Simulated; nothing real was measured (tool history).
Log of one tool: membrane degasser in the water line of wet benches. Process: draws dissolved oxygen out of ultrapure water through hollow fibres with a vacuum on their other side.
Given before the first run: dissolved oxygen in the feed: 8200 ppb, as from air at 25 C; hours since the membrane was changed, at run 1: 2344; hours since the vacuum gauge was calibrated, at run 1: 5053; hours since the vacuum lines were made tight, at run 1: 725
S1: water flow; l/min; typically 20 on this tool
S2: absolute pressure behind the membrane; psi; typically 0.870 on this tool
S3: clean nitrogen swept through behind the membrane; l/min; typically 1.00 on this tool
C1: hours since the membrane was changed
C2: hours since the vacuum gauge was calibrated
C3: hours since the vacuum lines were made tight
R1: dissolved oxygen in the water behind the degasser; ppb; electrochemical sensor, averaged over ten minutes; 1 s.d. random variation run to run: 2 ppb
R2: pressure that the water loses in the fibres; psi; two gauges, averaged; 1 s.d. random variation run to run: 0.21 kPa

| run | hour | S1 | S2 | S3 | C1 | C2 | C3 | R1 | R2 |
|---|---|---|---|---|---|---|---|---|---|
| 1 | 0.0 | 20 | 0.870 | 1.00 | 2344 | 5053 | 725 | 194.4 | 7.330 |
| 2 | 112.0 | 20 | 0.870 | 2.06 | 2456 | 5165 | 837 | 136.1 | 7.362 |
| 3 | 324.2 | 13 | 0.870 | 2.06 | 2668 | 5377 | 1049 | 79.5 | 4.749 |
| 4 | 500.4 | 20 | 0.870 | 1.00 | 2844 | 5553 | 1225 | 197.9 | 7.330 |
| 5 | 677.1 | 20 | 0.870 | 1.00 | 3021 | 5730 | 1402 | 196.4 | 7.374 |
| 6 | 782.4 | 20 | 0.870 | 1.00 | 3126 | 5835 | 1507 | 196.9 | 7.417 |
| 7 | 1000.3 | 20 | 0.870 | 1.00 | 3344 | 6053 | 1725 | 195.7 | 7.388 |
| 8 | 1159.9 | 20 | 0.870 | 1.00 | 3504 | 6213 | 1885 | 193.4 | 7.358 |
| 9 | 1364.9 | 20 | 0.870 | 1.00 | 3709 | 6418 | 2090 | 194.4 | 7.385 |
| 10 | 1538.6 | 20 | 0.870 | 1.00 | 3883 | 6591 | 2263 | 196.0 | 7.427 |
| 11 | 1640.0 | 26 | 0.870 | 1.00 | 3984 | 6693 | 2365 | 259.8 | 9.691 |
| 12 | 1825.9 | 26 | 0.870 | 1.00 | 4170 | 6879 | 2551 | 258.3 | 9.706 |
| 13 | 1997.7 | 20 | 0.870 | 1.81 | 4342 | 7050 | 2723 | 144.8 | 7.393 |
| 14 | 2098.1 | 20 | 0.870 | 1.81 | 4442 | 7151 | 2823 | 145.7 | 7.490 |
| 15 | 2277.4 | 30 | 0.870 | 1.81 | 4622 | 7330 | 3002 | 231.2 | 11.091 |
| 16 | 2462.8 | 30 | 0.870 | 2.54 | 4807 | 7516 | 3188 | 207.0 | 11.171 |
| 17 | 2647.4 | 29 | 1.334 | 0.89 | 4991 | 7700 | 3372 | 508.5 | 10.756 |
| 18 | 2757.1 | 24 | 1.517 | 1.05 | 5101 | 7810 | 3482 | 437.1 | 8.958 |
|  | 2909.3 | vacuum gauge calibrated |
| 19 | 2977.6 | 20 | 1.790 | 1.47 | 5321 | 68 | 3702 | 350.7 | 7.465 |
| 20 | 3180.4 | 20 | 1.790 | 1.47 | 5524 | 271 | 3905 | 352.4 | 7.419 |
| 21 | 3377.0 | 20 | 0.695 | 1.00 | 5721 | 468 | 4101 | 139.8 | 7.448 |
| 22 | 3558.1 | 20 | 0.695 | 1.00 | 5902 | 649 | 4282 | 142.2 | 7.468 |
| 23 | 3679.8 | 16 | 0.817 | 0.48 | 6023 | 770 | 4404 | 214.6 | 6.013 |
|  | 3694.2 | gauge calibrated |
| 24 | 3801.7 | 16 | 0.817 | 0.48 | 6145 | 892 | 4526 | 217.4 | 5.793 |
| 25 | 3907.8 | 12 | 0.817 | 0.48 | 6251 | 998 | 4632 | 163.6 | 4.398 |
| 26 | 4028.8 | 12 | 0.817 | 0.48 | 6372 | 1119 | 4753 | 161.3 | 4.456 |
| 27 | 4162.9 | 20 | 0.708 | 0.42 | 6506 | 1254 | 4887 | 223.9 | 7.310 |
| 28 | 4326.2 | 14 | 0.525 | 1.78 | 6670 | 1417 | 5051 | 50.7 | 5.081 |
| 29 | 4525.2 | 20 | 0.957 | 1.00 | 6869 | 1616 | 5250 | 221.5 | 7.284 |
| 30 | 4634.0 | 26 | 1.069 | 1.36 | 6978 | 1725 | 5358 | 283.7 | 9.574 |
| 31 | 4784.8 | 26 | 0.540 | 1.62 | 7128 | 1875 | 5509 | 126.0 | 9.622 |

Take each entry between the runs: how does the hidden state at the last listed run before it differ from the hidden state at the first listed run after it?
Run 18 -> run 19: vacuum gauge calibrated (hour 2909.3)
  drift of the gauge itself on loss_of_pressure_kpa, %: 1.77 -> 1.92
  measured value less the no-hidden-state value, R2: +0.158 -> +0.142 psi
Run 23 -> run 24: gauge calibrated (hour 3694.2)
  drift of the gauge itself on loss_of_pressure_kpa, %: 2.37 -> 0.07
  measured value less the no-hidden-state value, R2: +0.141 -> +0.006 psi
